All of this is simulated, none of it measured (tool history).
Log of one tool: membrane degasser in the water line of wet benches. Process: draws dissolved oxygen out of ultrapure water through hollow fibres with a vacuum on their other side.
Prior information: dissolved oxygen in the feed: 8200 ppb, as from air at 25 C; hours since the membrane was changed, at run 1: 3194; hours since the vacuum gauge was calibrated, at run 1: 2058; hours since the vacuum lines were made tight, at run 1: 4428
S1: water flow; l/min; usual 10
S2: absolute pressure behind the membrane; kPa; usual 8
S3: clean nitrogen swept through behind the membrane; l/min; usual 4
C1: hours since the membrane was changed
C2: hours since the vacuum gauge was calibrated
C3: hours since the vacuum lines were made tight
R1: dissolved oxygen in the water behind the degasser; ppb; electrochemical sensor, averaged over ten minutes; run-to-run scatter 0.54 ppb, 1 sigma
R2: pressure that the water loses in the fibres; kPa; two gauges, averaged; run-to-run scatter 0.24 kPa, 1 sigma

run    hour  S1     S2    S3    C1    C2    C3     R1     R2
  1       0  10      8     4  3194  2058  4428   45.3  62.97
  2   121.1  10      8     4  3315  2179  4549     45  62.93
  3   252.2  10      8  9.13  3446  2310  4680   28.2   63.3
  4   317.7  10      8  9.13  3512  2376  4745   28.3  63.73
      377.3  -- seals of the vacuum lines changed
  5   437.1  11      8     4  3629  2493    60   57.4  69.35
  6   581.2  11      8     4  3773  2637   204   56.6  69.58
  7   727.6  11      8     4  3920  2784   350   57.2  69.15
  8   806.6  11      8     4  3999  2863   429   56.4  69.97
  9   891.3  10      8     4  4083  2947   514   44.7  63.49
 10   960.6   8  14.87  2.41  4153  3017   583  101.6  50.54
 11  1026.9   8  14.87  2.41  4219  3083   650   98.1  50.56
 12  1092.4  13      8     4  4284  3149   715     90  81.61
 13  1172.7   7  11.88  7.05  4365  3229   795   22.9  44.47
 14    1310  10      8  4.27  4502  3366   933   42.6  63.12
 15  1431.8  10   6.79     4  4624  3488  1054   37.5  62.96
 16  1511.7   6  16.01   8.1  4704  3568  1134   24.4  38.03
 17  1632.7   6  16.01   8.1  4825  3689  1255   24.2  38.11

Forecast each of these 5 alternatives for the next run:
  A  1775.6   7   6.92   3.1  4968  3832  1398   ?   ?
  B  1775.6  11  16.01  8.81  4968  3832  1398   ?   ?
  C  1775.6  12      8     4  4968  3832  1398   ?   ?
  D  1775.6  10  15.86  4.44  4968  3832  1398   ?   ?
  E  1775.6  11   12.6  4.11  4968  3832  1398   ?   ?

run    R1     R2
  A  22.5  44.63
  B  63.3  69.12
  C  70.8   75.5
  D  84.7   62.8
  E  85.5  69.35
With no hidden state in the tool, these same runs would have given:
run    R1     R2
  A  22.5   44.6
  B  63.2  69.08
  C  70.7  75.46
  D  84.6  62.77
  E  85.4  69.31
